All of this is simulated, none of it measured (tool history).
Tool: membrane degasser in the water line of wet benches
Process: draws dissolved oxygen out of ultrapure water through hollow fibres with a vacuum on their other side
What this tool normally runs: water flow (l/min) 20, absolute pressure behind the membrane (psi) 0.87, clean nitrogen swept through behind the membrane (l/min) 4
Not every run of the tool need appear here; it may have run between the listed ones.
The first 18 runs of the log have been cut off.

run,day,water flow (l/min),absolute pressure behind the membrane (psi),clean nitrogen swept through behind the membrane (l/min),hours since the membrane was changed,hours since the vacuum gauge was calibrated,hours since the vacuum lines were made tight,dissolved oxygen in the water behind the degasser (ppb),pressure that the water loses in the fibres (psi)
19,73.104,20,1.223,1.66,4866,1633,10720,297.8,6.866
20,75.842,25,0.87,4,4932,1698,10785,331.2,8.622
21,79.025,12,2.009,2.87,5008,1775,10862,135.2,4.15
22,82.092,26,1.11,4,5082,1848,10935,383.2,9.018
23,87.125,26,1.11,4,5203,1969,11056,388.9,8.978
24,92.904,20,0.709,3.26,5341,2108,11195,186.3,6.886
25,96.442,20,0.709,3.26,5426,2193,11280,186.6,6.898
# day 97.688: seals of the vacuum lines changed
26,101.167,26,0.644,3.26,5538,2304,83,338.6,9.014
27,104.104,17,0.87,4,5608,2375,154,124.7,5.833
28,108.733,17,0.87,4,5719,2486,265,125.9,5.812
29,114.104,16,0.76,8.14,5848,2615,394,88.9,5.484
30,116.762,16,0.76,4.58,5912,2678,458,96.7,5.517
31,120.638,20,0.87,7.63,6005,2771,551,180.9,6.82
32,124.167,24,0.87,2.4,6090,2856,635,326.9,8.182

4 options for the next run, each taken on its own from the tool as it stands now. Forecast them:
A,127.492,20,0.87,10.09,6170,2936,715,?,?
B,127.492,24,1.247,2.4,6170,2936,715,?,?
C,127.492,30,0.616,9.15,6170,2936,715,?,?
D,127.492,24,0.744,5.26,6170,2936,715,?,?

run,dissolved oxygen in the water behind the degasser (ppb),pressure that the water loses in the fibres (psi)
A,173.4,6.862
B,382.6,8.169
C,456.4,10.351
D,291.1,8.221
Take away the tool's hidden state, keep each run's random variation, and the runs would have read:
run,dissolved oxygen in the water behind the degasser (ppb),pressure that the water loses in the fibres (psi)
A,173.1,7.02
B,382,8.357
C,455.6,10.589
D,290.6,8.409

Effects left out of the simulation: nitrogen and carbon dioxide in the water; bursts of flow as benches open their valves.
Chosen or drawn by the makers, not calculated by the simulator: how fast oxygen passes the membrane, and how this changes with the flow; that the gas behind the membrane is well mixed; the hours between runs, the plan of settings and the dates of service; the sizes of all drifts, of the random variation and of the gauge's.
